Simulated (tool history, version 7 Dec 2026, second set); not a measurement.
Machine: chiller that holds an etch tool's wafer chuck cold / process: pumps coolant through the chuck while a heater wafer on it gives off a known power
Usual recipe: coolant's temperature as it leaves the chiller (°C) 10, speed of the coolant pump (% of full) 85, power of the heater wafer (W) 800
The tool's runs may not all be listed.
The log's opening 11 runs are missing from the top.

| run | hour | coolant's temperature as it leaves the chiller (°C) | speed of the coolant pump (% of full) | power of the heater wafer (W) | chuck's temperature once it has settled (°C) | how much warmer the coolant comes back (C) |
|---|---|---|---|---|---|---|
| 12 | 600.9 | 4 | 63 | 800 | 12.9 | 2.33 |
| 13 | 658.9 | 10 | 85 | 800 | 17.1 | 1.69 |
| 14 | 705.3 | 10 | 85 | 800 | 17 | 1.67 |
| 15 | 748.8 | 10 | 85 | 800 | 17 | 1.65 |
| 16 | 815.8 | 15 | 85 | 800 | 22 | 1.65 |
| 17 | 855.5 | 15 | 85 | 800 | 22.1 | 1.68 |
|  | 867.9 | coolant pump overhauled |
| 18 | 939.4 | 15 | 85 | 800 | 22.2 | 1.73 |
| 19 | 1007.7 | 10 | 85 | 1095 | 19.8 | 2.37 |
| 20 | 1048.6 | 16 | 75 | 1095 | 26.9 | 2.7 |
| 21 | 1109.1 | 16 | 75 | 1095 | 26.6 | 2.68 |
| 22 | 1170.5 | 16 | 75 | 1095 | 26.8 | 2.7 |
| 23 | 1205.9 | 16 | 75 | 1095 | 26.7 | 2.71 |
| 24 | 1250.1 | 6 | 80 | 434 | 10.2 | 0.98 |
|  | 1269.1 | coolant pump overhauled, once more |
| 25 | 1297.8 | 4 | 61 | 800 | 12.9 | 2.4 |
| 26 | 1354.1 | 5 | 71 | 539 | 10.6 | 1.34 |
| 27 | 1394.9 | 5 | 71 | 539 | 10.4 | 1.3 |
| 28 | 1468.5 | 16 | 66 | 418 | 20.4 | 1.15 |
| 29 | 1533.7 | 16 | 66 | 418 | 20.3 | 1.14 |
| 30 | 1574.6 | 10 | 85 | 415 | 13.5 | 0.83 |
| 31 | 1649.2 | 10 | 92 | 800 | 16.6 | 1.5 |
| 32 | 1703.9 | 10 | 79 | 710 | 16.8 | 1.62 |
| 33 | 1766.9 | 10 | 79 | 710 | 16.6 | 1.56 |

What if the next run were any one of these 3? Each begins from the tool's condition after run 33:
| A | 1846.2 | 4 | 69 | 562 | ? | ? |
| B | 1846.2 | 3 | 98 | 800 | ? | ? |
| C | 1846.2 | 15 | 87 | 659 | ? | ? |

| run | chuck's temperature once it has settled (°C) | how much warmer the coolant comes back (C) |
|---|---|---|
| A | 9.8 | 1.42 |
| B | 9.2 | 1.36 |
| C | 20.6 | 1.35 |
Had the tool no hidden state, the same runs would have come out as:
| run | chuck's temperature once it has settled (°C) | how much warmer the coolant comes back (C) |
|---|---|---|
| A | 9.3 | 1.41 |
| B | 8.7 | 1.34 |
| C | 20.2 | 1.34 |
